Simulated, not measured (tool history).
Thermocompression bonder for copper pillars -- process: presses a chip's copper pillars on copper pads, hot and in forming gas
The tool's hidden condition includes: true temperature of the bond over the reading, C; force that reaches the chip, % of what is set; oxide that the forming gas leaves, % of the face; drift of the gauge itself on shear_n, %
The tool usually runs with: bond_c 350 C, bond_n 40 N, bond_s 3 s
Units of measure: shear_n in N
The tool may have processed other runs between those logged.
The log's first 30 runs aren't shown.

run   hour  bond_c  bond_n  bond_s  hours of work since the heater was calibrated  hours of work since the force cell was calibrated  hours of work since the gas filter was changed  shear_n
 31  212.9     377      48       3                                            164                                                158                                              63    110.2
 32  222.6     377      48       3                                            169                                                162                                              67    112.4
 33    231     377      48       3                                            172                                                166                                              71    113.4
 34  240.9     377      48       3                                            177                                                170                                              75    110.5
 35  250.5     377      48       3                                            181                                                175                                              80    109.7
 36  257.4     359      48       3                                            184                                                178                                              83    101.9
 37    264     378      58       2                                            187                                                181                                              86    109.7
 38  269.9     378      58       2                                            190                                                183                                              88    108.3
 39  277.9     378      58       2                                            193                                                187                                              92    110.1

Below are 4 alternative next runs, each starting from the tool's condition after run 39. Predict each:
  A   283     352      54       3                                            196                                                189                                              94        ?
  B   283     367      46       2                                            196                                                189                                              94        ?
  C   283     326      57       3                                            196                                                189                                              94        ?
  D   283     378      31       9                                            196                                                189                                              94        ?

run  shear_n
  A    101.4
  B     95.8
  C     83.4
  D    122.1
Stripped of hidden state, with their random variation kept, the same runs would have yielded:
run  shear_n
  A    101.5
  B     95.9
  C     83.5
  D    122.2

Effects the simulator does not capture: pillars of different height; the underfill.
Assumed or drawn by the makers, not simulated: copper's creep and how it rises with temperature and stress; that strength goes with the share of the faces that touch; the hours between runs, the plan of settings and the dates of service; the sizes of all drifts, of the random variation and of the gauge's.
